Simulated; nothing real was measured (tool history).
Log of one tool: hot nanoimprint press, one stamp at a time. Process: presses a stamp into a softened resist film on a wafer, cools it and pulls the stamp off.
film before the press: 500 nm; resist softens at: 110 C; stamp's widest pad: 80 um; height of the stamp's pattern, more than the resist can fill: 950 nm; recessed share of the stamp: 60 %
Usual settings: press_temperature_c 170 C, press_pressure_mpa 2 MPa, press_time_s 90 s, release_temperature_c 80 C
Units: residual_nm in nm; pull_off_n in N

run,hour,press_temperature_c,press_pressure_mpa,press_time_s,release_temperature_c,residual_nm,pull_off_n
1,0,170,2,90,80,190.3,230
2,18,170,2,90,80,190.9,232
3,41.9,170,2,90,84,191.8,215
4,65.7,170,2,90,84,192.7,216
# hour 83.8: stamp cleaned and given a new release coat
5,99.6,170,2,78,80,204.5,212
6,114.8,170,2,78,80,205.5,213
7,139.9,170,2,78,80,204,212
8,164.8,170,2,78,80,205.8,216
9,193.9,170,2,78,80,206.6,219
10,213.3,170,2,90,80,195.9,221
11,240.8,170,2,90,80,195.9,222
12,258.9,170,2,90,80,197,221
13,274.1,170,2,90,80,195.7,223
14,290.9,170,2,90,80,196.4,224
# hour 317.9: plate thermocouple calibrated
15,319.7,170,2,90,80,190.3,220
16,349.3,175,1.38,56,71,197.6,265
17,369.4,170,2,90,76,190.8,245
18,387.4,170,2,90,76,191.4,243
19,416.1,170,2,90,76,192.1,245
20,434.5,170,2,128,80,165.1,228
21,455.7,170,1.65,90,80,210.1,233
# hour 471.3: press's hydraulic seals changed and the load cell set to zero
22,481.7,163,2.01,105,84,286,218
# hour 511.5: stamp cleaned and given a new release coat
23,511.5,163,2.01,105,84,285.7,194
24,536.6,163,2.01,162,84,246.8,199
25,563.3,170,2.34,90,84,178.6,200
26,584.2,172,2.29,157,82,123.2,206
27,605.7,160,2.36,157,74,288.7,243
28,631.5,158,2.52,68,68,392.2,268
29,661.4,158,2.52,68,68,394.9,269

3 ways to go on from here, each from the tool as it stands after run 29. What would each give?
A,683.6,170,2.69,76,84,?,?
B,683.6,170,2,108,80,?,?
C,683.6,162,2.64,175,68,?,?

run,residual_nm,pull_off_n
A,182.9,205
B,179.9,221
C,234.2,274
Without the tool's hidden state the same runs would have given:
run,residual_nm,pull_off_n
A,176,194
B,173.3,210
C,225,260

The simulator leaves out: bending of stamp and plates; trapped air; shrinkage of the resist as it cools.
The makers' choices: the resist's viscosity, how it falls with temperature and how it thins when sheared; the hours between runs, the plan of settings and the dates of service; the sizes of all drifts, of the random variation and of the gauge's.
